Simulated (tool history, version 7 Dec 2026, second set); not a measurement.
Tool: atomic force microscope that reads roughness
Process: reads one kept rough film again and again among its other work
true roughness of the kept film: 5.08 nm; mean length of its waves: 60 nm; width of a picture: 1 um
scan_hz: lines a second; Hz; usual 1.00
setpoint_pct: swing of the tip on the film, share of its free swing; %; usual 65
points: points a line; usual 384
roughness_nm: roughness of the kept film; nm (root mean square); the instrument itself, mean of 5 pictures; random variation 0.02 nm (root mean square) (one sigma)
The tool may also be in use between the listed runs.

run 1 day=0.000 | scan_hz=1.00 setpoint_pct=65 points=384 | roughness_nm=4.805
run 2 day=1.908 | scan_hz=1.00 setpoint_pct=65 points=384 | roughness_nm=4.812
run 3 day=3.688 | scan_hz=1.00 setpoint_pct=61 points=384 | roughness_nm=4.804
run 4 day=4.775 | scan_hz=1.00 setpoint_pct=61 points=384 | roughness_nm=4.804
run 5 day=6.896 | scan_hz=1.00 setpoint_pct=61 points=384 | roughness_nm=4.832
run 6 day=8.925 | scan_hz=1.00 setpoint_pct=61 points=384 | roughness_nm=4.776
run 7 day=11.025 | scan_hz=1.00 setpoint_pct=65 points=384 | roughness_nm=4.799
run 8 day=12.175 | scan_hz=1.00 setpoint_pct=65 points=384 | roughness_nm=4.815
run 9 day=13.767 | scan_hz=1.00 setpoint_pct=66 points=384 | roughness_nm=4.817
run 10 day=15.071 | scan_hz=1.00 setpoint_pct=66 points=384 | roughness_nm=4.840
run 11 day=17.012 | scan_hz=1.00 setpoint_pct=65 points=933 | roughness_nm=4.802
run 12 day=18.346 | scan_hz=1.00 setpoint_pct=65 points=384 | roughness_nm=4.827
run 13 day=20.188 | scan_hz=1.00 setpoint_pct=65 points=384 | roughness_nm=4.826
run 14 day=21.721 | scan_hz=1.00 setpoint_pct=65 points=384 | roughness_nm=4.821
run 15 day=22.842 | scan_hz=1.00 setpoint_pct=65 points=384 | roughness_nm=4.828
run 16 day=24.183 | scan_hz=1.00 setpoint_pct=65 points=286 | roughness_nm=4.836
run 17 day=25.454 | scan_hz=1.00 setpoint_pct=65 points=384 | roughness_nm=4.798
run 18 day=26.604 | scan_hz=1.00 setpoint_pct=81 points=384 | roughness_nm=4.715
run 19 day=28.242 | scan_hz=1.00 setpoint_pct=65 points=384 | roughness_nm=4.806
run 20 day=29.746 | scan_hz=1.00 setpoint_pct=65 points=384 | roughness_nm=4.821
run 21 day=31.500 | scan_hz=1.00 setpoint_pct=65 points=384 | roughness_nm=4.807
run 22 day=33.912 | scan_hz=1.00 setpoint_pct=65 points=384 | roughness_nm=4.832
run 23 day=35.329 | scan_hz=1.00 setpoint_pct=65 points=384 | roughness_nm=4.822
run 24 day=36.546 | scan_hz=1.00 setpoint_pct=65 points=384 | roughness_nm=4.841
run 25 day=37.767 | scan_hz=1.00 setpoint_pct=65 points=384 | roughness_nm=4.764
run 26 day=39.912 | scan_hz=1.00 setpoint_pct=73 points=291 | roughness_nm=4.774
run 27 day=41.317 | scan_hz=1.00 setpoint_pct=73 points=291 | roughness_nm=4.774
run 28 day=43.083 | scan_hz=1.00 setpoint_pct=72 points=407 | roughness_nm=4.751
run 29 day=45.171 | scan_hz=1.00 setpoint_pct=71 points=474 | roughness_nm=4.778
run 30 day=46.812 | scan_hz=1.00 setpoint_pct=71 points=474 | roughness_nm=4.803
run 31 day=48.354 | scan_hz=0.91 setpoint_pct=71 points=961 | roughness_nm=4.839
run 32 day=50.138 | scan_hz=0.91 setpoint_pct=56 points=948 | roughness_nm=4.859
run 33 day=52.212 | scan_hz=1.00 setpoint_pct=62 points=354 | roughness_nm=4.822
run 34 day=53.838 | scan_hz=1.00 setpoint_pct=62 points=354 | roughness_nm=4.833
run 35 day=55.767 | scan_hz=1.99 setpoint_pct=61 points=955 | roughness_nm=4.781
run 36 day=57.408 | scan_hz=1.57 setpoint_pct=73 points=341 | roughness_nm=4.713
run 37 day=58.775 | scan_hz=1.57 setpoint_pct=82 points=480 | roughness_nm=4.660
run 38 day=60.642 | scan_hz=1.00 setpoint_pct=65 points=282 | roughness_nm=4.815
run 39 day=61.854 | scan_hz=1.51 setpoint_pct=65 points=384 | roughness_nm=4.808
run 40 day=64.242 | scan_hz=0.83 setpoint_pct=65 points=651 | roughness_nm=4.867
run 41 day=65.479 | scan_hz=1.00 setpoint_pct=84 points=989 | roughness_nm=4.724
run 42 day=67.896 | scan_hz=0.60 setpoint_pct=88 points=629 | roughness_nm=4.772
run 43 day=70.050 | scan_hz=0.60 setpoint_pct=88 points=629 | roughness_nm=4.762
run 44 day=72.442 | scan_hz=1.41 setpoint_pct=59 points=714 | roughness_nm=4.855
run 45 day=74.079 | scan_hz=1.41 setpoint_pct=59 points=714 | roughness_nm=4.864
run 46 day=75.779 | scan_hz=0.68 setpoint_pct=59 points=436 | roughness_nm=4.817
run 47 day=77.754 | scan_hz=0.68 setpoint_pct=59 points=436 | roughness_nm=4.879
run 48 day=79.192 | scan_hz=2.90 setpoint_pct=79 points=445 | roughness_nm=4.465
run 49 day=80.250 | scan_hz=2.90 setpoint_pct=79 points=445 | roughness_nm=4.526
run 50 day=81.300 | scan_hz=1.00 setpoint_pct=65 points=669 | roughness_nm=4.806

Not shown: 8 entries that the log had between the listed runs. Between which runs, and how does the tool's hidden state differ before and after?
Between runs 6 and 7: new tip fitted (day 9.450)
  radius of the tip, nm: 7.4 -> 7.1
Between runs 12 and 13: new tip fitted (day 19.054)
  radius of the tip, nm: 7.4 -> 7.1
Between runs 19 and 20: new tip fitted (day 28.600)
  radius of the tip, nm: 7.4 -> 7.1
Between runs 25 and 26: new tip fitted (day 38.104)
  radius of the tip, nm: 7.4 -> 7.1
Between runs 30 and 31: new tip fitted (day 47.671)
  radius of the tip, nm: 7.4 -> 7
Between runs 35 and 36: new tip fitted (day 57.212)
  radius of the tip, nm: 7.4 -> 7
Between runs 41 and 42: new tip fitted (day 66.696)
  radius of the tip, nm: 7.4 -> 7.1
Between runs 46 and 47: new tip fitted (day 76.175)
  radius of the tip, nm: 7.4 -> 7.1

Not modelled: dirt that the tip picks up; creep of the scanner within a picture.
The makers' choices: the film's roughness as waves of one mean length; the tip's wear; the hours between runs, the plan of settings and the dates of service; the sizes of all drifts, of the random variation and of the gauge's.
